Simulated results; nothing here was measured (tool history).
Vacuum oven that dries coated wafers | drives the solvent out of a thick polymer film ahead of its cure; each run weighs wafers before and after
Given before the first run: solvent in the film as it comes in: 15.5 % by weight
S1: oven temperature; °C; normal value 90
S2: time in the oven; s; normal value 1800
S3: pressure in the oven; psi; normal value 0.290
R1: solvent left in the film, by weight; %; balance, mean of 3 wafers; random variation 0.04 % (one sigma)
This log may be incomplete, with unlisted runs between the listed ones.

| run | hour | S1 | S2 | S3 | R1 |
|---|---|---|---|---|---|
| 1 | 0.0 | 90 | 1800 | 0.290 | 3.33 |
| 2 | 11.0 | 90 | 1800 | 0.290 | 3.35 |
| 3 | 21.1 | 90 | 1800 | 0.290 | 3.37 |
| 4 | 27.2 | 90 | 1800 | 0.702 | 5.69 |
| 5 | 33.1 | 90 | 1800 | 0.702 | 5.63 |
| 6 | 43.6 | 90 | 1800 | 0.702 | 5.61 |
| 7 | 50.0 | 90 | 1800 | 0.980 | 7.18 |
| 8 | 55.6 | 78 | 1800 | 0.290 | 6.57 |
| 9 | 65.6 | 78 | 1800 | 0.290 | 6.56 |
| 10 | 71.5 | 78 | 1800 | 0.290 | 6.57 |
| 11 | 77.6 | 78 | 1800 | 0.290 | 6.63 |
| 12 | 86.5 | 78 | 1800 | 0.290 | 6.56 |
| 13 | 97.7 | 77 | 1800 | 0.290 | 6.87 |
| 14 | 104.5 | 85 | 1860 | 0.290 | 4.44 |
| 15 | 116.3 | 85 | 1860 | 0.290 | 4.40 |
| 16 | 126.4 | 88 | 3120 | 0.290 | 2.42 |
| 17 | 134.7 | 88 | 3120 | 0.290 | 2.44 |
| 18 | 146.3 | 88 | 3120 | 0.290 | 2.46 |
| 19 | 153.1 | 93 | 1800 | 0.418 | 3.40 |
| 20 | 165.0 | 94 | 1620 | 0.612 | 4.38 |
| 21 | 172.5 | 90 | 1080 | 0.835 | 7.73 |
| 22 | 178.4 | 90 | 1080 | 0.835 | 7.71 |
| 23 | 185.5 | 88 | 1800 | 0.290 | 3.78 |
| 24 | 194.8 | 88 | 1800 | 0.290 | 3.74 |

Below are 4 alternative next runs, each starting from the tool's condition after run 24. Predict each:
| A | 207.5 | 88 | 1800 | 0.529 | ? |
| B | 207.5 | 88 | 1440 | 0.247 | ? |
| C | 207.5 | 82 | 1800 | 0.290 | ? |
| D | 207.5 | 90 | 1020 | 0.149 | ? |

| run | R1 |
|---|---|
| A | 5.21 |
| B | 4.30 |
| C | 5.36 |
| D | 4.73 |
Without the tool's hidden state the same runs would have given:
| run | R1 |
|---|---|
| A | 5.43 |
| B | 4.51 |
| C | 5.59 |
| D | 4.94 |
